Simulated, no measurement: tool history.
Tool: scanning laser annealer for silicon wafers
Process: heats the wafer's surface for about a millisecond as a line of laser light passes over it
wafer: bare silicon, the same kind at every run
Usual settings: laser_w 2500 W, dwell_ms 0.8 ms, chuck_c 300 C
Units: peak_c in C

run,hour,laser_w,dwell_ms,chuck_c,peak_c
1,0,2500,0.8,300,1088
2,56.9,2500,0.8,300,1093
3,120.3,2500,0.8,300,1090
4,183.2,2500,0.8,300,1090
5,238.5,2500,0.8,300,1089
6,273.6,2500,0.8,300,1089
7,326.8,2500,0.8,300,1091
8,391.6,2500,0.8,300,1089
9,463.6,2500,0.8,300,1091
10,540.9,2500,0.8,300,1091
11,598.3,2500,0.8,300,1091
12,662.8,2475,0.8,300,1082
13,742.3,2475,0.8,300,1080
14,815.3,2475,0.8,300,1080
15,869.9,2500,0.8,300,1092
16,951.5,2500,0.8,300,1092
17,1002.3,2500,0.8,324,1113
18,1041.2,2500,0.8,324,1115
19,1086.5,2500,0.8,338,1126
20,1122.3,2500,0.8,338,1128
21,1185.9,2681,0.624,279,1046
22,1224.5,2265,0.8,300,1000
23,1300,2358,0.8,296,1031
24,1353.8,2358,0.8,296,1033
25,1426.8,2500,0.871,281,1105
26,1484.8,2271,0.813,326,1032
27,1532.7,2615,0.813,329,1172
28,1602,2615,0.813,264,1105
29,1656.7,2272,0.765,300,992
30,1704.7,2272,0.799,287,991
31,1743.6,2500,0.637,300,1010
32,1777.9,2500,0.621,281,984
33,1857.5,2500,0.565,300,972
34,1908.8,2283,0.732,338,1015

Not shown: 2 entries that the log had between the listed runs. Between which runs, and how does the tool's hidden state differ before and after?
Between runs 11 and 12: optics aligned, line set to its width (hour 630.2)
  width of the line over the set one, %: 0.08 -> 0
Between runs 23 and 24: window over the wafer cleaned (hour 1309.7)
  light that passes the window, % of a clean one's: 99.95 -> 100
